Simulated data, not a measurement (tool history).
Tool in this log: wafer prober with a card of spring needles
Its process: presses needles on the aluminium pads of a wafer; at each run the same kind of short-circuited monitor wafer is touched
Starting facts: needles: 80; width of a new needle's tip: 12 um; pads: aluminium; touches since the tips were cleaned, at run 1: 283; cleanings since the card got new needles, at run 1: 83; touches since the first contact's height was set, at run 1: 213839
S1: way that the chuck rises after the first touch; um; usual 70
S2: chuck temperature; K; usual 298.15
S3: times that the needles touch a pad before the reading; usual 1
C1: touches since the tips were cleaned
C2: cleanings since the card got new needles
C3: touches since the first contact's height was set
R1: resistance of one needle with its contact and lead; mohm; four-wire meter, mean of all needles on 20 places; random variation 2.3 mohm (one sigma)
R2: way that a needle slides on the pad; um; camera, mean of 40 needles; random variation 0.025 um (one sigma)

run 1 hour=0.0 | S1=70 S2=298.15 S3=1 | C1=283 C2=83 C3=213839 | R1=274 R2=8.55
-- hour=9.5 tips cleaned on abrasive film
-- hour=19.0 tips cleaned on abrasive film
-- hour=30.8 tips cleaned on abrasive film
-- hour=42.6 tips cleaned on abrasive film
-- hour=47.6 height of the first contact set anew
-- hour=52.6 tips cleaned on abrasive film
run 2 hour=52.6 | S1=70 S2=298.15 S3=1 | C1=0 C2=88 C3=2436 | R1=270 R2=8.91
-- hour=62.1 tips cleaned on abrasive film
-- hour=71.6 tips cleaned on abrasive film
-- hour=81.1 tips cleaned on abrasive film
-- hour=92.9 tips cleaned on abrasive film
-- hour=102.4 tips cleaned on abrasive film
-- hour=114.2 tips cleaned on abrasive film
run 3 hour=120.2 | S1=70 S2=298.15 S3=1 | C1=3016 C2=94 C3=35970 | R1=312 R2=8.84
-- hour=125.0 tips cleaned on abrasive film
-- hour=134.5 tips cleaned on abrasive film
-- hour=144.0 tips cleaned on abrasive film
-- hour=155.8 tips cleaned on abrasive film
run 4 hour=163.3 | S1=51 S2=298.15 S3=1 | C1=3732 C2=98 C3=57304 | R1=386 R2=6.44
-- hour=165.7 tips cleaned on abrasive film
-- hour=175.2 tips cleaned on abrasive film
-- hour=184.7 tips cleaned on abrasive film
-- hour=196.5 tips cleaned on abrasive film
-- hour=206.0 tips cleaned on abrasive film
-- hour=215.5 tips cleaned on abrasive film
-- hour=227.3 tips cleaned on abrasive film
-- hour=237.6 tips cleaned on abrasive film
run 5 hour=237.6 | S1=70 S2=298.15 S3=1 | C1=0 C2=106 C3=94060 | R1=270 R2=8.73
-- hour=249.4 tips cleaned on abrasive film
-- hour=261.2 tips cleaned on abrasive film
-- hour=273.1 tips cleaned on abrasive film
-- hour=284.9 tips cleaned on abrasive film
-- hour=294.4 tips cleaned on abrasive film
-- hour=306.2 tips cleaned on abrasive film
run 6 hour=315.4 | S1=70 S2=298.15 S3=1 | C1=4591 C2=112 C3=132679 | R1=344 R2=8.64
-- hour=317.8 tips cleaned on abrasive film
-- hour=327.3 tips cleaned on abrasive film
-- hour=339.2 tips cleaned on abrasive film
-- hour=348.6 tips cleaned on abrasive film
run 7 hour=351.0 | S1=70 S2=298.15 S3=1 | C1=1155 C2=116 C3=150262 | R1=293 R2=8.62
-- hour=360.4 tips cleaned on abrasive film
-- hour=369.9 tips cleaned on abrasive film
-- hour=379.4 tips cleaned on abrasive film
run 8 hour=386.2 | S1=70 S2=341.15 S3=1 | C1=3390 C2=119 C3=167733 | R1=336 R2=8.59
-- hour=391.0 tips cleaned on abrasive film
-- hour=400.5 tips cleaned on abrasive film
-- hour=412.3 tips cleaned on abrasive film
-- hour=424.1 tips cleaned on abrasive film
-- hour=433.6 tips cleaned on abrasive film
run 9 hour=434.2 | S1=53 S2=298.15 S3=1 | C1=271 C2=124 C3=191472 | R1=292 R2=6.43
-- hour=443.6 tips cleaned on abrasive film
-- hour=453.1 tips cleaned on abrasive film
-- hour=465.0 tips cleaned on abrasive film
-- hour=474.4 tips cleaned on abrasive film
-- hour=483.9 tips cleaned on abrasive film
-- hour=495.8 tips cleaned on abrasive film
-- hour=505.2 tips cleaned on abrasive film
run 10 hour=506.4 | S1=70 S2=298.15 S3=1 | C1=559 C2=131 C3=227235 | R1=291 R2=8.46
-- hour=515.8 tips cleaned on abrasive film
-- hour=525.3 tips cleaned on abrasive film
-- hour=525.6 height of the first contact set anew
-- hour=535.1 tips cleaned on abrasive film
-- hour=546.9 tips cleaned on abrasive film
-- hour=558.8 tips cleaned on abrasive film
-- hour=570.6 tips cleaned on abrasive film
-- hour=580.1 tips cleaned on abrasive film
run 11 hour=588.0 | S1=70 S2=390.15 S3=1 | C1=3951 C2=138 C3=30939 | R1=352 R2=8.88
-- hour=590.4 tips cleaned on abrasive film
-- hour=602.3 tips cleaned on abrasive film
-- hour=614.1 tips cleaned on abrasive film
-- hour=623.6 tips cleaned on abrasive film
-- hour=633.2 tips cleaned on abrasive film
run 12 hour=633.2 | S1=70 S2=298.15 S3=1 | C1=0 C2=143 C3=53312 | R1=269 R2=8.80
-- hour=642.7 tips cleaned on abrasive film
-- hour=652.2 tips cleaned on abrasive film
-- hour=664.0 tips cleaned on abrasive film
-- hour=673.5 tips cleaned on abrasive film
-- hour=685.3 tips cleaned on abrasive film
-- hour=694.8 tips cleaned on abrasive film
-- hour=704.6 tips cleaned on abrasive film
run 13 hour=704.6 | S1=85 S2=298.15 S3=1 | C1=0 C2=150 C3=88656 | R1=261 R2=10.71
-- hour=714.1 tips cleaned on abrasive film
-- hour=725.9 tips cleaned on abrasive film
-- hour=735.4 tips cleaned on abrasive film
-- hour=747.2 tips cleaned on abrasive film
-- hour=756.7 tips cleaned on abrasive film
-- hour=768.5 tips cleaned on abrasive film
-- hour=779.3 tips cleaned on abrasive film
run 14 hour=779.3 | S1=60 S2=357.15 S3=2 | C1=0 C2=157 C3=125664 | R1=288 R2=7.37
-- hour=788.8 tips cleaned on abrasive film
-- hour=798.3 tips cleaned on abrasive film
-- hour=810.1 tips cleaned on abrasive film
-- hour=819.6 tips cleaned on abrasive film
run 15 hour=822.4 | S1=60 S2=357.15 S3=2 | C1=1435 C2=161 C3=147047 | R1=316 R2=7.37
-- hour=829.6 tips cleaned on abrasive film
-- hour=839.1 tips cleaned on abrasive film
-- hour=848.6 tips cleaned on abrasive film
-- hour=860.4 tips cleaned on abrasive film
-- hour=872.2 tips cleaned on abrasive film
-- hour=884.0 tips cleaned on abrasive film
-- hour=893.5 tips cleaned on abrasive film
-- hour=903.0 tips cleaned on abrasive film
run 16 hour=907.9 | S1=60 S2=357.15 S3=2 | C1=2419 C2=169 C3=189360 | R1=331 R2=7.27
-- hour=912.6 tips cleaned on abrasive film
-- hour=924.5 tips cleaned on abrasive film
-- hour=936.3 tips cleaned on abrasive film
-- hour=948.1 tips cleaned on abrasive film
run 17 hour=952.6 | S1=60 S2=357.15 S3=2 | C1=2244 C2=173 C3=211541 | R1=328 R2=7.25
-- hour=959.7 tips cleaned on abrasive film
-- hour=971.6 tips cleaned on abrasive film
-- hour=981.1 tips cleaned on abrasive film
-- hour=992.9 tips cleaned on abrasive film
run 18 hour=1000.0 | S1=60 S2=357.15 S3=2 | C1=3566 C2=177 C3=235055 | R1=343 R2=7.20
-- hour=1002.4 tips cleaned on abrasive film
-- hour=1005.1 height of the first contact set anew
-- hour=1012.2 tips cleaned on abrasive film
-- hour=1021.7 tips cleaned on abrasive film
-- hour=1031.2 tips cleaned on abrasive film
run 19 hour=1037.9 | S1=62 S2=298.15 S3=2 | C1=3352 C2=181 C3=16259 | R1=323 R2=7.87
-- hour=1042.7 tips cleaned on abrasive film
-- hour=1052.2 tips cleaned on abrasive film
-- hour=1064.0 tips cleaned on abrasive film
-- hour=1073.5 tips cleaned on abrasive film
-- hour=1083.0 tips cleaned on abrasive film
run 20 hour=1087.5 | S1=70 S2=351.15 S3=2 | C1=2262 C2=186 C3=40815 | R1=305 R2=8.89
-- hour=1094.6 tips cleaned on abrasive film
-- hour=1104.1 tips cleaned on abrasive film
-- hour=1113.6 tips cleaned on abrasive film
-- hour=1125.4 tips cleaned on abrasive film
-- hour=1134.9 tips cleaned on abrasive film
-- hour=1146.8 tips cleaned on abrasive film
-- hour=1156.2 tips cleaned on abrasive film
-- hour=1165.7 tips cleaned on abrasive film
run 21 hour=1166.9 | S1=72 S2=351.15 S3=2 | C1=600 C2=194 C3=80137 | R1=290 R2=9.03
-- hour=1176.4 tips cleaned on abrasive film
-- hour=1188.2 tips cleaned on abrasive film
-- hour=1200.1 tips cleaned on abrasive film
-- hour=1211.9 tips cleaned on abrasive film
-- hour=1223.7 tips cleaned on abrasive film
-- hour=1233.2 tips cleaned on abrasive film
-- hour=1242.7 tips cleaned on abrasive film
run 22 hour=1247.6 | S1=60 S2=298.15 S3=2 | C1=2474 C2=201 C3=120159 | R1=323 R2=7.40
-- hour=1252.4 tips cleaned on abrasive film
-- hour=1264.3 tips cleaned on abrasive film
-- hour=1276.1 tips cleaned on abrasive film
-- hour=1285.6 tips cleaned on abrasive film
-- hour=1297.4 tips cleaned on abrasive film
run 23 hour=1305.0 | S1=60 S2=305.15 S3=1 | C1=3800 C2=206 C3=148597 | R1=411 R2=7.40

Forecast each of these 3 alternatives for the next run:
-- hour=1307.5 tips cleaned on abrasive film
-- hour=1316.9 tips cleaned on abrasive film
-- hour=1328.8 tips cleaned on abrasive film
-- hour=1340.6 tips cleaned on abrasive film
-- hour=1352.4 tips cleaned on abrasive film
-- hour=1361.9 tips cleaned on abrasive film
-- hour=1373.7 tips cleaned on abrasive film
-- hour=1385.6 tips cleaned on abrasive film
run A hour=1386.4 | S1=60 S2=367.15 S3=1 | C1=430 C2=214 C3=188925 | R1=? R2=?
-- hour=1307.5 tips cleaned on abrasive film
-- hour=1316.9 tips cleaned on abrasive film
-- hour=1328.8 tips cleaned on abrasive film
-- hour=1340.6 tips cleaned on abrasive film
-- hour=1352.4 tips cleaned on abrasive film
-- hour=1361.9 tips cleaned on abrasive film
-- hour=1373.7 tips cleaned on abrasive film
-- hour=1385.6 tips cleaned on abrasive film
run B hour=1386.4 | S1=66 S2=298.15 S3=3 | C1=430 C2=214 C3=188925 | R1=? R2=?
-- hour=1307.5 tips cleaned on abrasive film
-- hour=1316.9 tips cleaned on abrasive film
-- hour=1328.8 tips cleaned on abrasive film
-- hour=1340.6 tips cleaned on abrasive film
-- hour=1352.4 tips cleaned on abrasive film
-- hour=1361.9 tips cleaned on abrasive film
-- hour=1373.7 tips cleaned on abrasive film
-- hour=1385.6 tips cleaned on abrasive film
run C hour=1386.4 | S1=52 S2=300.15 S3=2 | C1=430 C2=214 C3=188925 | R1=? R2=?

run=A R1=322 R2=7.29
run=B R1=275 R2=8.02
run=C R1=302 R2=6.28
Stripped of hidden state, with their random variation kept, the same runs would have yielded:
run=A R1=279 R2=7.65
run=B R1=258 R2=8.39
run=C R1=263 R2=6.65

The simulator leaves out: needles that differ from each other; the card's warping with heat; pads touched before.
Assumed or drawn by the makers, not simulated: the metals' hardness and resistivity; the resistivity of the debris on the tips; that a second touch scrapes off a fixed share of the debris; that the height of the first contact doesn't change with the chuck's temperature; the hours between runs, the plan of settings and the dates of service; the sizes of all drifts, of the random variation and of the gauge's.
